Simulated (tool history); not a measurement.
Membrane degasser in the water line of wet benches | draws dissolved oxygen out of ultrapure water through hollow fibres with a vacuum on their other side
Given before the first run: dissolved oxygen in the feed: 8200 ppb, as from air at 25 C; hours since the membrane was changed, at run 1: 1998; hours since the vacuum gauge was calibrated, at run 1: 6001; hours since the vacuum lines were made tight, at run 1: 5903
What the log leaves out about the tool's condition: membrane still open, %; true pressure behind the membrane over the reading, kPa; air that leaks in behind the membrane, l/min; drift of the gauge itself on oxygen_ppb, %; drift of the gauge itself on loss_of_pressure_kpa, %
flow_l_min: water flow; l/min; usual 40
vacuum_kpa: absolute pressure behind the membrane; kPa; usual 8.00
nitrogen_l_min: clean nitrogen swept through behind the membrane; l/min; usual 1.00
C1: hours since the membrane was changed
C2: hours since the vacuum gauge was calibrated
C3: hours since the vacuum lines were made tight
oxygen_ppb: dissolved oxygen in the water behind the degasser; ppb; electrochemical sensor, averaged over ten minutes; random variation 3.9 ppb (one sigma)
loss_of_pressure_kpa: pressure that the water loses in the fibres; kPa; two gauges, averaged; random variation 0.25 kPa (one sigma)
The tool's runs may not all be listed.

Run 1, hour 0.0: usual settings; C1 1998; C2 6001; C3 5903. Result: oxygen_ppb 394.8 ppb, loss_of_pressure_kpa 67.66 kPa.
At hour 28.3: vacuum gauge calibrated.
Run 2, hour 45.6: usual settings; C1 2043; C2 17; C3 5948. Result: oxygen_ppb 393.0 ppb, loss_of_pressure_kpa 67.77 kPa.
Run 3, hour 93.5: usual settings but flow_l_min 26 l/min; C1 2091; C2 65; C3 5996. Result: oxygen_ppb 259.4 ppb, loss_of_pressure_kpa 43.65 kPa.
Run 4, hour 120.4: usual settings but flow_l_min 26 l/min; C1 2118; C2 92; C3 6023. Result: oxygen_ppb 270.3 ppb, loss_of_pressure_kpa 43.81 kPa.
Run 5, hour 160.0: usual settings; C1 2157; C2 132; C3 6063. Result: oxygen_ppb 399.2 ppb, loss_of_pressure_kpa 67.94 kPa.
Run 6, hour 204.1: usual settings; C1 2201; C2 176; C3 6107. Result: oxygen_ppb 391.8 ppb, loss_of_pressure_kpa 67.62 kPa.
At hour 243.3: seals of the vacuum lines changed.
Run 7, hour 245.1: usual settings; C1 2240; C2 215; C3 2. Result: oxygen_ppb 393.5 ppb, loss_of_pressure_kpa 68.26 kPa.
Run 8, hour 283.8: usual settings but nitrogen_l_min 0.44 l/min; C1 2279; C2 253; C3 41. Result: oxygen_ppb 675.6 ppb, loss_of_pressure_kpa 68.09 kPa.
Run 9, hour 309.9: usual settings but nitrogen_l_min 1.37 l/min; C1 2305; C2 280; C3 67. Result: oxygen_ppb 302.5 ppb, loss_of_pressure_kpa 67.86 kPa.
Run 10, hour 362.0: usual settings but nitrogen_l_min 1.37 l/min; C1 2357; C2 332; C3 119. Result: oxygen_ppb 308.5 ppb, loss_of_pressure_kpa 68.63 kPa.
Run 11, hour 385.4: usual settings but nitrogen_l_min 1.66 l/min; C1 2381; C2 355; C3 142. Result: oxygen_ppb 265.9 ppb, loss_of_pressure_kpa 68.43 kPa.
Run 12, hour 419.6: usual settings but nitrogen_l_min 1.66 l/min; C1 2415; C2 389; C3 176. Result: oxygen_ppb 263.9 ppb, loss_of_pressure_kpa 68.93 kPa.
Run 13, hour 454.8: usual settings but nitrogen_l_min 1.66 l/min; C1 2450; C2 424; C3 211. Result: oxygen_ppb 262.9 ppb, loss_of_pressure_kpa 68.10 kPa.
Run 14, hour 501.2: usual settings but nitrogen_l_min 1.66 l/min; C1 2496; C2 471; C3 258. Result: oxygen_ppb 266.5 ppb, loss_of_pressure_kpa 68.60 kPa.
Run 15, hour 530.5: usual settings but flow_l_min 25 l/min; C1 2526; C2 500; C3 287. Result: oxygen_ppb 253.0 ppb, loss_of_pressure_kpa 42.45 kPa.
Run 16, hour 555.0: usual settings but flow_l_min 25 l/min; C1 2550; C2 525; C3 312. Result: oxygen_ppb 253.4 ppb, loss_of_pressure_kpa 43.01 kPa.
Run 17, hour 579.3: usual settings but flow_l_min 25 l/min, vacuum_kpa 9.01 kPa, nitrogen_l_min 1.13 l/min; C1 2575; C2 549; C3 336. Result: oxygen_ppb 280.2 ppb, loss_of_pressure_kpa 42.98 kPa.
Run 18, hour 606.6: usual settings but flow_l_min 42 l/min, vacuum_kpa 8.39 kPa, nitrogen_l_min 0.50 l/min; C1 2602; C2 576; C3 363. Result: oxygen_ppb 700.6 ppb, loss_of_pressure_kpa 72.10 kPa.
Run 19, hour 649.6: usual settings but flow_l_min 42 l/min, vacuum_kpa 13.31 kPa, nitrogen_l_min 2.55 l/min; C1 2645; C2 619; C3 406. Result: oxygen_ppb 383.0 ppb, loss_of_pressure_kpa 72.24 kPa.
Run 20, hour 698.3: usual settings but vacuum_kpa 14.63 kPa, nitrogen_l_min 2.82 l/min; C1 2694; C2 668; C3 455. Result: oxygen_ppb 382.2 ppb, loss_of_pressure_kpa 69.22 kPa.
Run 21, hour 746.0: usual settings but vacuum_kpa 14.63 kPa, nitrogen_l_min 2.82 l/min; C1 2741; C2 716; C3 503. Result: oxygen_ppb 380.4 ppb, loss_of_pressure_kpa 69.28 kPa.
Run 22, hour 775.8: usual settings but flow_l_min 60 l/min, vacuum_kpa 14.99 kPa, nitrogen_l_min 0.83 l/min; C1 2771; C2 745; C3 533. Result: oxygen_ppb 1354.1 ppb, loss_of_pressure_kpa 103.82 kPa.
Run 23, hour 826.4: usual settings but flow_l_min 28 l/min, vacuum_kpa 18.57 kPa, nitrogen_l_min 2.55 l/min; C1 2822; C2 796; C3 583. Result: oxygen_ppb 381.1 ppb, loss_of_pressure_kpa 48.42 kPa.
Run 24, hour 859.5: usual settings but flow_l_min 28 l/min, vacuum_kpa 18.57 kPa, nitrogen_l_min 2.55 l/min; C1 2855; C2 829; C3 616. Result: oxygen_ppb 381.9 ppb, loss_of_pressure_kpa 48.47 kPa.
Run 25, hour 893.5: usual settings but flow_l_min 28 l/min, vacuum_kpa 18.57 kPa, nitrogen_l_min 2.55 l/min; C1 2889; C2 863; C3 650. Result: oxygen_ppb 385.6 ppb, loss_of_pressure_kpa 48.49 kPa.
At hour 922.5: gauge calibrated.
Run 26, hour 943.7: usual settings but flow_l_min 28 l/min, vacuum_kpa 18.57 kPa, nitrogen_l_min 2.55 l/min; C1 2939; C2 913; C3 700. Result: oxygen_ppb 378.8 ppb, loss_of_pressure_kpa 47.47 kPa.
Run 27, hour 996.5: usual settings but flow_l_min 28 l/min, vacuum_kpa 18.57 kPa, nitrogen_l_min 2.55 l/min; C1 2992; C2 966; C3 753. Result: oxygen_ppb 380.8 ppb, loss_of_pressure_kpa 47.38 kPa.
Run 28, hour 1034.4: usual settings but nitrogen_l_min 2.83 l/min; C1 3030; C2 1004; C3 791. Result: oxygen_ppb 172.6 ppb, loss_of_pressure_kpa 67.48 kPa.
Run 29, hour 1085.5: usual settings but flow_l_min 34 l/min, nitrogen_l_min 1.64 l/min; C1 3081; C2 1055; C3 842. Result: oxygen_ppb 227.6 ppb, loss_of_pressure_kpa 58.04 kPa.
Run 30, hour 1127.8: usual settings but vacuum_kpa 9.06 kPa; C1 3123; C2 1097; C3 884. Result: oxygen_ppb 467.0 ppb, loss_of_pressure_kpa 68.39 kPa.
Run 31, hour 1168.1: usual settings but vacuum_kpa 9.06 kPa; C1 3163; C2 1138; C3 925. Result: oxygen_ppb 472.7 ppb, loss_of_pressure_kpa 67.96 kPa.

Below are 3 alternative next runs, each starting from the tool's condition after run 31. Predict each:
Run A, hour 1216.7: usual settings but vacuum_kpa 10.99 kPa; C1 3212; C2 1186; C3 973. Result: oxygen_ppb ?, loss_of_pressure_kpa ?.
Run B, hour 1216.7: usual settings but flow_l_min 51 l/min, vacuum_kpa 6.88 kPa, nitrogen_l_min 0.68 l/min; C1 3212; C2 1186; C3 973. Result: oxygen_ppb ?, loss_of_pressure_kpa ?.
Run C, hour 1216.7: usual settings but flow_l_min 57 l/min, vacuum_kpa 9.32 kPa; C1 3212; C2 1186; C3 973. Result: oxygen_ppb ?, loss_of_pressure_kpa ?.

run  oxygen_ppb  loss_of_pressure_kpa
  A       607.1                 68.15
  B       497.8                 86.47
  C       680.7                 97.54
Stripped of hidden state, with their random variation kept, the same runs would have yielded:
run  oxygen_ppb  loss_of_pressure_kpa
  A       607.1                 67.58
  B       497.6                 85.74
  C       680.5                 96.72
